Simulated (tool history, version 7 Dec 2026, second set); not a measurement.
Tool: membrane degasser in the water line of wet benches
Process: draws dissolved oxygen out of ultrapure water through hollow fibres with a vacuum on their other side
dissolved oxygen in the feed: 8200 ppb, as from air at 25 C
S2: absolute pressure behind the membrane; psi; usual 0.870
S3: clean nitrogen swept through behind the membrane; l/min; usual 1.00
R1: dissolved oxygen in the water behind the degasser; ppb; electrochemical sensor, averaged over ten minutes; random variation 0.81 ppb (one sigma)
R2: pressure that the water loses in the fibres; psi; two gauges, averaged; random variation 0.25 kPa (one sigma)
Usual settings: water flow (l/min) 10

Run 1, hour 0.0: usual settings. Result: R1 74.5 ppb, R2 9.776 psi.
Run 2, hour 50.5: usual settings. Result: R1 75.0 ppb, R2 9.774 psi.
Run 3, hour 107.1: usual settings. Result: R1 74.2 ppb, R2 9.768 psi.
Run 4, hour 163.6: usual settings. Result: R1 74.9 ppb, R2 9.762 psi.
Run 5, hour 200.4: usual settings. Result: R1 76.4 ppb, R2 9.858 psi.
Run 6, hour 224.4: usual settings. Result: R1 74.6 ppb, R2 9.762 psi.
Run 7, hour 273.3: usual settings but S2 1.082 psi. Result: R1 107.0 ppb, R2 9.702 psi.
Run 8, hour 312.4: usual settings but S2 0.864 psi, S3 0.48 l/min. Result: R1 133.7 ppb, R2 9.760 psi.
Run 9, hour 370.9: usual settings but S3 0.54 l/min. Result: R1 125.6 ppb, R2 9.729 psi.
Run 10, hour 411.0: usual settings but S3 0.54 l/min. Result: R1 124.4 ppb, R2 9.762 psi.

The next listed run, before its measurement:
Run 11, hour 462.9: usual settings but S3 0.54 l/min. Result: R1 ?, R2 ?.

R1: 124.3 ppb
R2: 9.704 psi
Without the tool's hidden state the same run would have given R1 124.2 ppb, R2 9.818 psi.
